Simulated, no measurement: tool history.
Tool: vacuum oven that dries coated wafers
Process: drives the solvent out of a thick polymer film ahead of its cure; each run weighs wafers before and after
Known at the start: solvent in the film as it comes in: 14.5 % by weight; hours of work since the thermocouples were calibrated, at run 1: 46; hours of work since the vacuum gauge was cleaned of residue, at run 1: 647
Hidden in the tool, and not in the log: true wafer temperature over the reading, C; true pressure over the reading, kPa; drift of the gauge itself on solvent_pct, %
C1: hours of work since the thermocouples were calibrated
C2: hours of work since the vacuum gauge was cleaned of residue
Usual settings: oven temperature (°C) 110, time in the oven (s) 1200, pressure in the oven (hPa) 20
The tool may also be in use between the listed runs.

Run 1, day 0: usual settings; C1 46; C2 647. Result: solvent left in the film (%) 2.71.
Run 2, day 1.121: usual settings; C1 60; C2 661. Result: solvent left in the film (%) 2.73.
Run 3, day 2.438: usual settings but oven temperature (°C) 107; C1 77; C2 678. Result: solvent left in the film (%) 3.2.
Run 4, day 3.188: usual settings; C1 86; C2 687. Result: solvent left in the film (%) 2.73.
Run 5, day 4.496: usual settings but oven temperature (°C) 115; C1 103; C2 704. Result: solvent left in the film (%) 2.09.
Run 6, day 5.138: usual settings; C1 111; C2 712. Result: solvent left in the film (%) 2.75.
Run 7, day 6.579: usual settings; C1 129; C2 730. Result: solvent left in the film (%) 2.79.
Run 8, day 7.296: usual settings; C1 138; C2 739. Result: solvent left in the film (%) 2.81.
Run 9, day 8.546: usual settings; C1 154; C2 755. Result: solvent left in the film (%) 2.81.
Run 10, day 9.562: usual settings; C1 167; C2 768. Result: solvent left in the film (%) 2.76.
Run 11, day 10.942: usual settings; C1 185; C2 785. Result: solvent left in the film (%) 2.75.
Run 12, day 12.038: usual settings; C1 198; C2 799. Result: solvent left in the film (%) 2.77.
Run 13, day 13.233: usual settings; C1 214; C2 814. Result: solvent left in the film (%) 2.77.
Run 14, day 14.267: usual settings; C1 227; C2 828. Result: solvent left in the film (%) 2.76.
Run 15, day 15.021: usual settings; C1 236; C2 837. Result: solvent left in the film (%) 2.76.
Run 16, day 16.221: usual settings; C1 251; C2 852. Result: solvent left in the film (%) 2.77.
Run 17, day 17.388: usual settings but pressure in the oven (hPa) 53.6; C1 266; C2 867. Result: solvent left in the film (%) 4.66.
Run 18, day 17.975: usual settings but pressure in the oven (hPa) 53.6; C1 274; C2 874. Result: solvent left in the film (%) 4.71.
Run 19, day 19.121: usual settings; C1 288; C2 889. Result: solvent left in the film (%) 2.74.
Run 20, day 19.804: usual settings; C1 297; C2 898. Result: solvent left in the film (%) 2.79.
Run 21, day 21.062: usual settings but oven temperature (°C) 118; C1 313; C2 914. Result: solvent left in the film (%) 1.8.
Run 22, day 21.954: usual settings but oven temperature (°C) 118, time in the oven (s) 1980; C1 324; C2 925. Result: solvent left in the film (%) 1.16.
Run 23, day 22.892: usual settings; C1 336; C2 937. Result: solvent left in the film (%) 2.79.
Run 24, day 23.892: usual settings; C1 348; C2 949. Result: solvent left in the film (%) 2.82.
Run 25, day 25.029: usual settings but oven temperature (°C) 122, time in the oven (s) 1740, pressure in the oven (hPa) 20.1; C1 363; C2 964. Result: solvent left in the film (%) 1.04.
Run 26, day 25.704: usual settings but oven temperature (°C) 116, time in the oven (s) 780, pressure in the oven (hPa) 58.5; C1 371; C2 972. Result: solvent left in the film (%) 4.97.
Run 27, day 26.8: usual settings but oven temperature (°C) 114, time in the oven (s) 2160, pressure in the oven (hPa) 19.8; C1 385; C2 986. Result: solvent left in the film (%) 1.34.
Run 28, day 27.9: usual settings but oven temperature (°C) 125, time in the oven (s) 720, pressure in the oven (hPa) 79.2; C1 399; C2 1000. Result: solvent left in the film (%) 4.35.
Run 29, day 29.121: usual settings but time in the oven (s) 1680, pressure in the oven (hPa) 54.5; C1 415; C2 1015. Result: solvent left in the film (%) 4.11.
Run 30, day 30.496: usual settings but time in the oven (s) 1680, pressure in the oven (hPa) 24.1; C1 432; C2 1033. Result: solvent left in the film (%) 2.31.
Run 31, day 31.788: usual settings but oven temperature (°C) 96, time in the oven (s) 780; C1 448; C2 1049. Result: solvent left in the film (%) 6.89.
Run 32, day 32.562: usual settings but oven temperature (°C) 120, time in the oven (s) 1620, pressure in the oven (hPa) 55.4; C1 458; C2 1059. Result: solvent left in the film (%) 2.81.
Run 33, day 33.638: usual settings but oven temperature (°C) 120, time in the oven (s) 1620, pressure in the oven (hPa) 55.4; C1 472; C2 1073. Result: solvent left in the film (%) 2.85.
Run 34, day 34.667: usual settings but pressure in the oven (hPa) 15.2; C1 485; C2 1086. Result: solvent left in the film (%) 2.54.
Run 35, day 35.375: usual settings but time in the oven (s) 1140, pressure in the oven (hPa) 18.9; C1 494; C2 1095. Result: solvent left in the film (%) 2.89.
Run 36, day 36.667: usual settings but time in the oven (s) 1140, pressure in the oven (hPa) 18.9; C1 510; C2 1111. Result: solvent left in the film (%) 2.93.
Run 37, day 37.25: usual settings but oven temperature (°C) 118, pressure in the oven (hPa) 59.8; C1 517; C2 1118. Result: solvent left in the film (%) 3.66.
Run 38, day 38.329: usual settings but oven temperature (°C) 117, time in the oven (s) 600, pressure in the oven (hPa) 18.7; C1 531; C2 1132. Result: solvent left in the film (%) 4.07.
Run 39, day 39.075: usual settings but oven temperature (°C) 107, time in the oven (s) 960, pressure in the oven (hPa) 11.9; C1 541; C2 1141. Result: solvent left in the film (%) 3.55.
Run 40, day 39.704: usual settings but oven temperature (°C) 104, time in the oven (s) 960, pressure in the oven (hPa) 50.6; C1 549; C2 1149. Result: solvent left in the film (%) 6.45.
Run 41, day 40.829: usual settings but oven temperature (°C) 104, time in the oven (s) 960, pressure in the oven (hPa) 50.6; C1 563; C2 1164. Result: solvent left in the film (%) 6.58.
Run 42, day 41.917: usual settings but oven temperature (°C) 104, time in the oven (s) 960, pressure in the oven (hPa) 50.6; C1 577; C2 1177. Result: solvent left in the film (%) 6.49.
Run 43, day 43.038: usual settings but time in the oven (s) 1680, pressure in the oven (hPa) 36.2; C1 591; C2 1192. Result: solvent left in the film (%) 3.02.
Run 44, day 44.479: usual settings but oven temperature (°C) 100, time in the oven (s) 1980, pressure in the oven (hPa) 35.5; C1 609; C2 1210. Result: solvent left in the film (%) 4.38.
Run 45, day 45.838: usual settings but oven temperature (°C) 104, time in the oven (s) 1020, pressure in the oven (hPa) 27.3; C1 626; C2 1227. Result: solvent left in the film (%) 4.85.
Run 46, day 46.925: usual settings but oven temperature (°C) 101, time in the oven (s) 1020, pressure in the oven (hPa) 13; C1 640; C2 1241. Result: solvent left in the film (%) 4.48.
Run 47, day 47.538: usual settings but oven temperature (°C) 101, time in the oven (s) 1020, pressure in the oven (hPa) 13; C1 648; C2 1249. Result: solvent left in the film (%) 4.5.
Run 48, day 48.483: usual settings but oven temperature (°C) 101, time in the oven (s) 1020, pressure in the oven (hPa) 13; C1 660; C2 1261. Result: solvent left in the film (%) 4.46.

Measured less the same run without the tool's hidden state. The same run-to-run variation is in both; the gauge's scatter may not be:
run  solvent left in the film (%)
  1                         +0.03
  2                         +0.03
  3                         +0.04
  4                         +0.04
  5                         +0.04
  6                         +0.05
  7                         +0.05
  8                         +0.05
  9                         +0.06
 10                         +0.06
 11                         +0.06
 12                         +0.06
 13                         +0.06
 14                         +0.07
 15                         +0.07
 16                         +0.07
 17                         +0.08
 18                         +0.09
 19                         +0.08
 20                         +0.08
 21                         +0.07
 22                         +0.06
 23                         +0.09
 24                         +0.09
 25                         +0.06
 26                          +0.1
 27                         +0.07
 28                         +0.08
 29                         +0.11
 30                          +0.1
 31                         +0.14
 32                         +0.09
 33                         +0.09
 34                         +0.12
 35                         +0.12
 36                         +0.13
 37                         +0.12
 38                         +0.12
 39                         +0.14
 40                         +0.17
 41                         +0.17
 42                         +0.18
 43                         +0.15
 44                          +0.2
 45                         +0.18
 46                         +0.18
 47                         +0.18
 48                         +0.18
